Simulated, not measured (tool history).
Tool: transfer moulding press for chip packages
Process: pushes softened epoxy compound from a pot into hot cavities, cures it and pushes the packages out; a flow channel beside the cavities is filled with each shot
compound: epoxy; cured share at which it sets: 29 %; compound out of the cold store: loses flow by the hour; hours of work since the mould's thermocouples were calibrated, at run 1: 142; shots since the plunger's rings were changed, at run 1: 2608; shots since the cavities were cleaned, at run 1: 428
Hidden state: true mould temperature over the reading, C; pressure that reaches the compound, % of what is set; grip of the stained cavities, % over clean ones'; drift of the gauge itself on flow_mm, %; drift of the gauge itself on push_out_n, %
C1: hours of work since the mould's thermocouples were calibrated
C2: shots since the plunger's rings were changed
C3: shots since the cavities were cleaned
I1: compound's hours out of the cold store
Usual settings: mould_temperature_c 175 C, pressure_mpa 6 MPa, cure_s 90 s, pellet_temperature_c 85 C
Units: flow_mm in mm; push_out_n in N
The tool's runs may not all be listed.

run 1 hour=0 | mould_temperature_c=175 pressure_mpa=6 cure_s=90 pellet_temperature_c=85 | C1=142 C2=2608 C3=428 | I1=34.5 | flow_mm=888 push_out_n=448
-- hour=20.4 cavities cleaned with cleaning compound and waxed
run 2 hour=36.7 | mould_temperature_c=174 pressure_mpa=6 cure_s=90 pellet_temperature_c=85 | C1=163 C2=2990 C3=176 | I1=26.5 | flow_mm=911 push_out_n=389
run 3 hour=51.6 | mould_temperature_c=174 pressure_mpa=6 cure_s=90 pellet_temperature_c=85 | C1=172 C2=3153 C3=339 | I1=45.9 | flow_mm=862 push_out_n=428
-- hour=79.4 cavities cleaned with cleaning compound and waxed
run 4 hour=87.6 | mould_temperature_c=175 pressure_mpa=6 cure_s=90 pellet_temperature_c=85 | C1=192 C2=3528 C3=90 | I1=18.2 | flow_mm=921 push_out_n=330
run 5 hour=117 | mould_temperature_c=175 pressure_mpa=6 cure_s=90 pellet_temperature_c=85 | C1=210 C2=3847 C3=409 | I1=23.2 | flow_mm=907 push_out_n=454
-- hour=138.7 cavities cleaned with cleaning compound and waxed
run 6 hour=139.5 | mould_temperature_c=175 pressure_mpa=6 cure_s=90 pellet_temperature_c=85 | C1=222 C2=4075 C3=8 | I1=22 | flow_mm=911 push_out_n=266
run 7 hour=168.1 | mould_temperature_c=175 pressure_mpa=6 cure_s=90 pellet_temperature_c=85 | C1=239 C2=4386 C3=319 | I1=27.7 | flow_mm=891 push_out_n=410
run 8 hour=191.5 | mould_temperature_c=175 pressure_mpa=6 cure_s=90 pellet_temperature_c=85 | C1=253 C2=4640 C3=573 | I1=16.3 | flow_mm=917 push_out_n=497
-- hour=197.9 cavities cleaned with cleaning compound and waxed
run 9 hour=214.3 | mould_temperature_c=180 pressure_mpa=6 cure_s=119 pellet_temperature_c=91 | C1=266 C2=4871 C3=177 | I1=33.6 | flow_mm=857 push_out_n=255
run 10 hour=248.5 | mould_temperature_c=175 pressure_mpa=4.65 cure_s=123 pellet_temperature_c=84 | C1=286 C2=5243 C3=549 | I1=33.5 | flow_mm=771 push_out_n=358
-- hour=258.6 cavities cleaned with cleaning compound and waxed
run 11 hour=281.6 | mould_temperature_c=175 pressure_mpa=4.65 cure_s=123 pellet_temperature_c=84 | C1=305 C2=5587 C3=250 | I1=15.8 | flow_mm=815 push_out_n=287
run 12 hour=298.6 | mould_temperature_c=175 pressure_mpa=7.18 cure_s=90 pellet_temperature_c=88 | C1=315 C2=5772 C3=435 | I1=20.9 | flow_mm=989 push_out_n=455
-- hour=313.9 plunger's sealing rings changed
-- hour=322 cavities cleaned with cleaning compound and waxed
run 13 hour=335.1 | mould_temperature_c=180 pressure_mpa=4.83 cure_s=90 pellet_temperature_c=87 | C1=334 C2=214 C3=143 | I1=12.8 | flow_mm=844 push_out_n=281
run 14 hour=366.4 | mould_temperature_c=175 pressure_mpa=6.67 cure_s=80 pellet_temperature_c=85 | C1=352 C2=554 C3=483 | I1=19.3 | flow_mm=1001 push_out_n=661

Hidden state at the last listed run before each entry between runs and at the first one after, where it differs:
Between runs 1 and 2: cavities cleaned with cleaning compound and waxed (hour 20.4)
  true mould temperature over the reading, C: -0.01 -> -0.03; pressure that reaches the compound, % of what is set: 95.55 -> 94.91; grip of the stained cavities, % over clean ones': 67.5 -> 38.1
  measured less the result without the state, flow_mm: -20 -> -24 mm; push_out_n: +181 -> +109 N
Between runs 3 and 4: cavities cleaned with cleaning compound and waxed (hour 79.4)
  true mould temperature over the reading, C: -0.04 -> -0.06; pressure that reaches the compound, % of what is set: 94.63 -> 93.99; grip of the stained cavities, % over clean ones': 61.6 -> 21.8
  measured less the result without the state, flow_mm: -23 -> -29 mm; push_out_n: +166 -> +60 N
Between runs 5 and 6: cavities cleaned with cleaning compound and waxed (hour 138.7)
  true mould temperature over the reading, C: -0.08 -> -0.09; pressure that reaches the compound, % of what is set: 93.48 -> 93.1; grip of the stained cavities, % over clean ones': 69.9 -> 3.3
  measured less the result without the state, flow_mm: -31 -> -32 mm; push_out_n: +189 -> +10 N
Between runs 8 and 9: cavities cleaned with cleaning compound and waxed (hour 197.9)
  true mould temperature over the reading, C: -0.13 -> -0.14; pressure that reaches the compound, % of what is set: 92.17 -> 91.76; grip of the stained cavities, % over clean ones': 83.2 -> 35.3
  measured less the result without the state, flow_mm: -37 -> -37 mm; push_out_n: +226 -> +67 N
Between runs 10 and 11: cavities cleaned with cleaning compound and waxed (hour 258.6)
  true mould temperature over the reading, C: -0.17 -> -0.19; pressure that reaches the compound, % of what is set: 91.12 -> 90.57; grip of the stained cavities, % over clean ones': 79.8 -> 50.5
  measured less the result without the state, flow_mm: -36 -> -40 mm; push_out_n: +159 -> +97 N
Between runs 12 and 13: plunger's sealing rings changed (hour 313.9); cavities cleaned with cleaning compound and waxed (hour 322)
  true mould temperature over the reading, C: -0.2 -> -0.22; pressure that reaches the compound, % of what is set: 90.28 -> 98.99; grip of the stained cavities, % over clean ones': 72 -> 34.2
  measured less the result without the state, flow_mm: -51 -> -4 mm; push_out_n: +195 -> +74 N

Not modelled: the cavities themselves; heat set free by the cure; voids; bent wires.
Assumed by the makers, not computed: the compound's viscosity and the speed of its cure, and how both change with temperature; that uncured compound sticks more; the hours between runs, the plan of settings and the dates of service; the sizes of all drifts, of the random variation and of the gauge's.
